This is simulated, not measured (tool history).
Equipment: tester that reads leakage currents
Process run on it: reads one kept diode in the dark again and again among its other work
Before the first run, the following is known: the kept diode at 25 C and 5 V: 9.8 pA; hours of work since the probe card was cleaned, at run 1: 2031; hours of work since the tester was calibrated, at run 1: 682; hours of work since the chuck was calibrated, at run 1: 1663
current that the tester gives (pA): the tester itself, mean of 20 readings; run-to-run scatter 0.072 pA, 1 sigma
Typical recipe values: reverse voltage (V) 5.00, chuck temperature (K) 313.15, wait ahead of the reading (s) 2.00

run    hour  reverse voltage (V)  chuck temperature (K)  wait ahead of the reading (s)  hours of work since the probe card was cleaned  hours of work since the tester was calibrated  hours of work since the chuck was calibrated  current that the tester gives (pA)
  1     0.0                 5.00                 313.15                           2.00                                            2031                                            682                                          1663                               28.98
  2    26.6                 5.00                 313.15                           2.00                                            2043                                            694                                          1675                               28.91
  3    68.7                 5.00                 313.15                           2.00                                            2061                                            712                                          1693                               29.06
  4   113.7                 5.00                 313.15                           2.00                                            2080                                            731                                          1712                               28.89
  5   164.7                12.05                 313.15                           2.00                                            2102                                            753                                          1734                               49.17
      188.5  -- chuck's temperature calibrated
  6   205.2                12.05                 313.15                           2.00                                            2118                                            769                                             7                               51.80
  7   240.9                12.05                 313.15                           2.00                                            2134                                            785                                            23                               51.83
  8   283.9                12.05                 313.15                           2.00                                            2152                                            803                                            41                               52.01
  9   335.1                 5.00                 313.15                           2.83                                            2174                                            825                                            63                               30.43
 10   372.8                 5.00                 313.15                           6.30                                            2190                                            841                                            79                               30.14
 11   419.2                 5.00                 313.15                           6.30                                            2210                                            861                                            99                               30.29
 12   470.6                 5.00                 313.15                           6.30                                            2232                                            883                                           121                               30.04
 13   505.5                17.13                 313.15                           2.00                                            2247                                            898                                           136                               64.29
 14   530.1                 5.00                 313.15                           2.00                                            2258                                            909                                           147                               30.47
 15   581.2                 5.00                 313.15                           2.00                                            2280                                            931                                           169                               30.63
 16   602.6                 5.00                 313.15                           2.00                                            2289                                            940                                           178                               30.53
 17   639.1                 5.00                 313.15                           2.00                                            2305                                            956                                           194                               30.46
 18   661.4                 1.58                 313.15                           2.00                                            2314                                            965                                           203                               15.29
 19   712.2                 1.58                 313.15                           2.00                                            2336                                            987                                           225                               15.44
 20   755.7                 6.27                 304.15                           0.66                                            2355                                           1006                                           244                               21.50
 21   804.4                 1.05                 293.15                           2.00                                            2376                                           1027                                           265                                3.24
 22   853.7                 1.05                 307.15                           2.63                                            2397                                           1048                                           286                                8.09
 23   893.9                 1.62                 298.15                           2.62                                            2414                                           1065                                           303                                5.76
 24   930.3                 3.83                 313.15                           2.00                                            2430                                           1081                                           319                               25.97
 25   977.5                 3.83                 313.15                           2.00                                            2450                                           1101                                           339                               25.95
      984.7  -- probe card cleaned and baked
 26  1005.2                 5.00                 327.15                           1.89                                               9                                           1112                                           349                               72.63
 27  1053.7                 1.99                 320.15                           6.30                                              30                                           1133                                           370                               27.33
 28  1098.2                 4.34                 316.15                           2.91                                              49                                           1152                                           389                               33.88
 29  1150.0                 2.74                 297.15                           7.72                                              71                                           1174                                           412                                7.55
 30  1180.2                 2.74                 297.15                           7.72                                              84                                           1187                                           425                                7.56
     1186.6  -- probe card cleaned and baked, once more
 31  1223.9                 2.74                 297.15                           7.72                                              16                                           1204                                           442                                6.64
 32  1267.5                 2.74                 297.15                           7.72                                              35                                           1223                                           461                                6.57
 33  1294.2                 2.74                 297.15                           7.72                                              46                                           1235                                           472                                6.57
 34  1345.7                 8.02                 313.15                           1.12                                              68                                           1257                                           494                               38.96
 35  1390.0                 8.02                 313.15                           1.12                                              87                                           1276                                           513                               38.92
 36  1435.8                 8.02                 307.15                           2.66                                             107                                           1295                                           533                               25.38

Forecast each of these 5 alternatives for the next run:
  A  1486.5                 1.86                 315.15                           2.66                                             129                                           1317                                           555                                   ?
  B  1486.5                 8.02                 307.15                           1.10                                             129                                           1317                                           555                                   ?
  C  1486.5                 5.66                 307.15                           0.58                                             129                                           1317                                           555                                   ?
  D  1486.5                16.39                 327.15                           1.06                                             129                                           1317                                           555                                   ?
  E  1486.5                 8.02                 324.15                           8.05                                             129                                           1317                                           555                                   ?

run  current that the tester gives (pA)
  A                               18.58
  B                               26.53
  C                               22.66
  D                              140.82
  E                               75.79
Had the tool no hidden state, the same runs would have come out as:
run  current that the tester gives (pA)
  A                               18.77
  B                               26.68
  C                               22.79
  D                              141.94
  E                               76.48
